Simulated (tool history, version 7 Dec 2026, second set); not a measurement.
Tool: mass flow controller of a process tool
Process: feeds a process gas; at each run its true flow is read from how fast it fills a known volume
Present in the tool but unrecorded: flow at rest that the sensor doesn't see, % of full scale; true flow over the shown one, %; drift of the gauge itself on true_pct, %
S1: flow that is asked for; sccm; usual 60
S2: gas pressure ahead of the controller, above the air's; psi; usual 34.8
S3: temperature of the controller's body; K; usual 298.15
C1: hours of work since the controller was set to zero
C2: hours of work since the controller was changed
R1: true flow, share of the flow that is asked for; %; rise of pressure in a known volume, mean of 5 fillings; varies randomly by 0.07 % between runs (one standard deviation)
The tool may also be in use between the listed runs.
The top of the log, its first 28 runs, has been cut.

{"run": 29, "day": 127.058, "S1": 25, "S2": 32.1, "S3": 307.15, "C1": 100, "C2": 6921, "R1": 98.29}
{"run": 30, "day": 130.954, "S1": 60, "S2": 34.8, "S3": 298.15, "C1": 169, "C2": 6990, "R1": 99.22}
{"day": 131.442, "done": "controller exchanged for a calibrated one"}
{"run": 31, "day": 135.733, "S1": 183, "S2": 27.6, "S3": 298.15, "C1": 76, "C2": 76, "R1": 99.87}
{"run": 32, "day": 142.112, "S1": 183, "S2": 27.6, "S3": 298.15, "C1": 190, "C2": 190, "R1": 99.95}
{"run": 33, "day": 145.588, "S1": 183, "S2": 27.6, "S3": 298.15, "C1": 252, "C2": 252, "R1": 100.03}
{"run": 34, "day": 150.596, "S1": 183, "S2": 27.6, "S3": 298.15, "C1": 341, "C2": 341, "R1": 100.02}
{"run": 35, "day": 155.617, "S1": 183, "S2": 27.6, "S3": 298.15, "C1": 431, "C2": 431, "R1": 100.06}
{"run": 36, "day": 161.525, "S1": 24, "S2": 29.6, "S3": 297.15, "C1": 536, "C2": 536, "R1": 98.54}
{"run": 37, "day": 167.6, "S1": 69, "S2": 21.8, "S3": 299.15, "C1": 645, "C2": 645, "R1": 98.86}
{"run": 38, "day": 171.342, "S1": 69, "S2": 21.8, "S3": 299.15, "C1": 711, "C2": 711, "R1": 98.9}
{"run": 39, "day": 176.621, "S1": 69, "S2": 21.8, "S3": 299.15, "C1": 805, "C2": 805, "R1": 98.92}
{"run": 40, "day": 181.896, "S1": 38, "S2": 28.6, "S3": 308.15, "C1": 899, "C2": 899, "R1": 98.11}
{"run": 41, "day": 185.35, "S1": 78, "S2": 25.7, "S3": 305.15, "C1": 961, "C2": 961, "R1": 98.47}
{"run": 42, "day": 190.058, "S1": 60, "S2": 27.1, "S3": 308.15, "C1": 1045, "C2": 1045, "R1": 98.35}
{"run": 43, "day": 195.35, "S1": 68, "S2": 27.1, "S3": 298.15, "C1": 1139, "C2": 1139, "R1": 99.18}
{"run": 44, "day": 200.083, "S1": 37, "S2": 34.8, "S3": 307.15, "C1": 1224, "C2": 1224, "R1": 98.31}
{"run": 45, "day": 206.146, "S1": 58, "S2": 35, "S3": 309.15, "C1": 1332, "C2": 1332, "R1": 98.05}
{"run": 46, "day": 212.138, "S1": 58, "S2": 35, "S3": 309.15, "C1": 1438, "C2": 1438, "R1": 98.11}
{"run": 47, "day": 215.85, "S1": 60, "S2": 36.8, "S3": 295.15, "C1": 1505, "C2": 1505, "R1": 99.09}
{"run": 48, "day": 222.308, "S1": 60, "S2": 22.3, "S3": 295.15, "C1": 1620, "C2": 1620, "R1": 99.87}

Below are 3 alternative next runs, each starting from the tool's condition after run 48. Predict each:
{"run": "A", "day": 225.296, "S1": 60, "S2": 27, "S3": 298.15, "C1": 1673, "C2": 1673, "R1": "?"}
{"run": "B", "day": 225.296, "S1": 33, "S2": 37.3, "S3": 297.15, "C1": 1673, "C2": 1673, "R1": "?"}
{"run": "C", "day": 225.296, "S1": 22, "S2": 26.8, "S3": 297.15, "C1": 1673, "C2": 1673, "R1": "?"}

run=A R1=99.64
run=B R1=99.73
run=C R1=101.09
Without the tool's hidden state the same runs would have given:
run=A R1=98.12
run=B R1=97.22
run=C R1=97.47
